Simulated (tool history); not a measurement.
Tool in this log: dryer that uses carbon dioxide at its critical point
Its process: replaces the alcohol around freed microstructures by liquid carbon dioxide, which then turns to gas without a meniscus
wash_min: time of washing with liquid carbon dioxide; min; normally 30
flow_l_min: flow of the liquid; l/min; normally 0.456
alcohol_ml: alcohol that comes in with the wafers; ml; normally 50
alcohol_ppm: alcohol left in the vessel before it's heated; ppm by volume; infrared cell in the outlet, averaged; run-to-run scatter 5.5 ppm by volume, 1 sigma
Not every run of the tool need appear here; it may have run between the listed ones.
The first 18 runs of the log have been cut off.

| run | hour | wash_min | flow_l_min | alcohol_ml | alcohol_ppm |
|---|---|---|---|---|---|
| 19 | 269.9 | 30 | 0.456 | 73 | 359 |
| 20 | 284.7 | 30 | 0.456 | 73 | 361 |
| 21 | 297.7 | 30 | 0.456 | 50 | 280 |
| 22 | 311.7 | 30 | 0.456 | 50 | 278 |
| 23 | 330.2 | 30 | 0.456 | 50 | 282 |
| 24 | 347.1 | 30 | 0.456 | 50 | 291 |
| 25 | 360.8 | 30 | 0.66 | 84 | 134 |
| 26 | 379.9 | 30 | 0.66 | 84 | 129 |
| 27 | 396.5 | 30 | 0.66 | 84 | 131 |
| 28 | 411.6 | 23 | 0.456 | 95 | 1284 |
| 29 | 431.8 | 23 | 0.456 | 95 | 1270 |
| 30 | 450.5 | 43 | 0.456 | 71 | 147 |

Estimate the outcome of run 31 from the log above:
| 31 | 462.6 | 33 | 0.55 | 37 | ? |

{"run 31": {"alcohol_ppm": 144}}
Were there no unlogged condition in the tool, this run, its random variation unchanged, would have produced alcohol_ppm 24 ppm by volume.
